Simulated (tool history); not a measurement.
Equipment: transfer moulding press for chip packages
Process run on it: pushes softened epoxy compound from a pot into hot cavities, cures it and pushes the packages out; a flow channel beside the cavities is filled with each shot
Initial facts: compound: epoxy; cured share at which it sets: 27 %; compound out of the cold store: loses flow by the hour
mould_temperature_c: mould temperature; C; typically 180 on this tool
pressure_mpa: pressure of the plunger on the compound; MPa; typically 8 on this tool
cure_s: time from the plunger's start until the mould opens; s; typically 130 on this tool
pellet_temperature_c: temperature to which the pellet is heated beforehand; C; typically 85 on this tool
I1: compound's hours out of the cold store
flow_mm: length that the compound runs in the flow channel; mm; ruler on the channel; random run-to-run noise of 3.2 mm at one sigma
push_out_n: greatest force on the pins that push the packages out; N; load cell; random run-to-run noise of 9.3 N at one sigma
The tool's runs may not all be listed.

Run 1, hour 0: usual settings; I1 36.2. Result: flow_mm 528 mm, push_out_n 624 N.
At hour 31.2: cavities cleaned with cleaning compound and waxed.
Run 2, hour 49.5: usual settings; I1 27.8. Result: flow_mm 559 mm, push_out_n 472 N.
Run 3, hour 106.6: usual settings; I1 26.4. Result: flow_mm 561 mm, push_out_n 555 N.
Run 4, hour 132.7: usual settings but mould_temperature_c 172 C; I1 10.6. Result: flow_mm 657 mm, push_out_n 1104 N.
At hour 177.2: cavities cleaned with cleaning compound and waxed.
Run 5, hour 177.2: usual settings but mould_temperature_c 172 C, cure_s 167 s; I1 29.1. Result: flow_mm 570 mm, push_out_n 435 N.
At hour 204.3: plunger's sealing rings changed.
Run 6, hour 224.3: usual settings but mould_temperature_c 172 C, cure_s 167 s; I1 11.9. Result: flow_mm 670 mm, push_out_n 578 N.
Run 7, hour 279.9: usual settings but mould_temperature_c 185 C, cure_s 167 s; I1 25.3. Result: flow_mm 562 mm, push_out_n 500 N.
Run 8, hour 319: usual settings but mould_temperature_c 185 C, cure_s 167 s; I1 39.8. Result: flow_mm 510 mm, push_out_n 541 N.
At hour 328.9: cavities cleaned with cleaning compound and waxed.
Run 9, hour 363.1: usual settings; I1 33.6. Result: flow_mm 545 mm, push_out_n 476 N.
Run 10, hour 399.3: usual settings but pellet_temperature_c 77 C; I1 46.3. Result: flow_mm 494 mm, push_out_n 534 N.
Run 11, hour 430.7: usual settings but pellet_temperature_c 88 C; I1 25.6. Result: flow_mm 566 mm, push_out_n 627 N.
At hour 477.7: cavities cleaned with cleaning compound and waxed.
Run 12, hour 477.9: usual settings but pellet_temperature_c 88 C; I1 25.9. Result: flow_mm 563 mm, push_out_n 420 N.
Run 13, hour 504: usual settings but pellet_temperature_c 88 C; I1 13.1. Result: flow_mm 608 mm, push_out_n 517 N.
Run 14, hour 561.6: usual settings but pellet_temperature_c 88 C; I1 27.3. Result: flow_mm 549 mm, push_out_n 597 N.
Run 15, hour 591.6: usual settings but mould_temperature_c 173 C, cure_s 129 s; I1 34.2. Result: flow_mm 554 mm, push_out_n 931 N.
At hour 625.4: cavities cleaned with cleaning compound and waxed.
Run 16, hour 639.9: usual settings but mould_temperature_c 178 C, pressure_mpa 8.71 MPa, cure_s 125 s, pellet_temperature_c 78 C; I1 27.2. Result: flow_mm 577 mm, push_out_n 540 N.
Run 17, hour 679.4: usual settings but mould_temperature_c 178 C, pressure_mpa 8.71 MPa, cure_s 125 s, pellet_temperature_c 78 C; I1 14.4. Result: flow_mm 636 mm, push_out_n 671 N.
At hour 700.4: plunger's sealing rings changed.
Run 18, hour 727.1: usual settings but cure_s 165 s, pellet_temperature_c 80 C; I1 34.7. Result: flow_mm 544 mm, push_out_n 523 N.
Run 19, hour 768.7: usual settings but pressure_mpa 9.78 MPa, cure_s 165 s, pellet_temperature_c 94 C; I1 9.8. Result: flow_mm 708 mm, push_out_n 573 N.
At hour 775.7: cavities cleaned with cleaning compound and waxed.
Run 20, hour 825.9: usual settings but pressure_mpa 8.22 MPa, cure_s 145 s, pellet_temperature_c 77 C; I1 42.1. Result: flow_mm 519 mm, push_out_n 480 N.
Run 21, hour 852.7: usual settings but pressure_mpa 8.22 MPa, cure_s 145 s, pellet_temperature_c 77 C; I1 19.8. Result: flow_mm 599 mm, push_out_n 526 N.
Run 22, hour 900: usual settings but mould_temperature_c 173 C, pressure_mpa 8.22 MPa, cure_s 165 s, pellet_temperature_c 89 C; I1 23. Result: flow_mm 616 mm, push_out_n 632 N.
At hour 921.1: cavities cleaned with cleaning compound and waxed.
Run 23, hour 944.6: usual settings but mould_temperature_c 185 C; I1 11. Result: flow_mm 606 mm, push_out_n 406 N.
Run 24, hour 999: usual settings but pressure_mpa 9.71 MPa; I1 22.7. Result: flow_mm 638 mm, push_out_n 574 N.
Run 25, hour 1043.3: usual settings but pressure_mpa 9.71 MPa; I1 8.1. Result: flow_mm 695 mm, push_out_n 646 N.
At hour 1066.6: cavities cleaned with cleaning compound and waxed.
Run 26, hour 1088.9: usual settings but mould_temperature_c 175 C, pressure_mpa 7.75 MPa, cure_s 124 s, pellet_temperature_c 86 C; I1 41.1. Result: flow_mm 508 mm, push_out_n 661 N.
At hour 1114.9: mould's thermocouples calibrated.
Run 27, hour 1124.2: usual settings but mould_temperature_c 175 C, pressure_mpa 9.12 MPa, cure_s 168 s, pellet_temperature_c 79 C; I1 9.8. Result: flow_mm 681 mm, push_out_n 535 N.
Run 28, hour 1153.7: usual settings but mould_temperature_c 175 C, pressure_mpa 9.12 MPa, cure_s 168 s, pellet_temperature_c 79 C; I1 34.1. Result: flow_mm 575 mm, push_out_n 555 N.

What if the next run were any one of these 4? Each begins from the tool's condition after run 28:
Run A, hour 1190.5: usual settings but mould_temperature_c 186 C, pressure_mpa 9.62 MPa, cure_s 163 s; I1 20.3. Result: flow_mm ?, push_out_n ?.
Run B, hour 1190.5: usual settings but mould_temperature_c 183 C, pressure_mpa 7.04 MPa, cure_s 123 s, pellet_temperature_c 79 C; I1 24.5. Result: flow_mm ?, push_out_n ?.
Run C, hour 1190.5: usual settings but mould_temperature_c 177 C, pressure_mpa 9.11 MPa, cure_s 165 s; I1 41.8. Result: flow_mm ?, push_out_n ?.
Run D, hour 1190.5: usual settings but mould_temperature_c 174 C, pressure_mpa 8.19 MPa, cure_s 168 s, pellet_temperature_c 83 C; I1 40.9. Result: flow_mm ?, push_out_n ?.

run  flow_mm  push_out_n
  A      608         527
  B      513         606
  C      540         558
  D      522         604
Without the tool's unlogged condition, the same runs would have read:
run  flow_mm  push_out_n
  A      636         343
  B      537         395
  C      565         364
  D      546         392
